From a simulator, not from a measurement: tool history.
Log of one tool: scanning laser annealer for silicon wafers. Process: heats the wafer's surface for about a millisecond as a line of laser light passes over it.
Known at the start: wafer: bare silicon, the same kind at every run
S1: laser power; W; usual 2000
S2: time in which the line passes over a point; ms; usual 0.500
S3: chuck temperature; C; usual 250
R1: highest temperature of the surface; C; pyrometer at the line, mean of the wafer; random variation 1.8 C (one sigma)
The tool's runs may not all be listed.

run,hour,S1,S2,S3,R1
1,0.0,2000,0.500,250,973
2,16.9,2000,0.500,250,972
3,30.9,2000,0.500,250,969
4,46.3,2000,0.500,227,948
5,62.5,1903,0.500,250,928
6,75.8,1903,0.500,250,925
7,92.7,2000,0.500,250,964
8,106.4,1836,0.500,250,897
9,121.3,1836,0.500,250,897
10,138.3,1836,0.500,250,896
11,154.0,1836,0.547,286,961
12,164.6,1836,0.547,286,959
13,178.8,1795,0.464,230,830
14,189.9,2161,0.500,250,1033
# hour 196.5: optics aligned, line set to its width
# hour 202.3: window over the wafer cleaned
15,210.1,2161,0.500,250,1063
16,225.0,1706,0.469,237,826
17,236.1,2000,0.408,250,913
# hour 244.1: optics aligned, line set to its width, once more
18,253.9,2000,0.408,250,925
19,263.6,2000,0.408,250,920

5 ways to go on from here, each from the tool as it stands after run 19. What would each give?
A,275.1,1955,0.408,272,?
B,275.1,1960,0.429,224,?
C,275.1,2000,0.408,267,?
D,275.1,2000,0.357,258,?
E,275.1,2000,0.500,281,?

run,R1
A,924
B,897
C,941
D,884
E,1031
Without the tool's hidden state the same runs would have given:
run,R1
A,929
B,902
C,946
D,889
E,1036
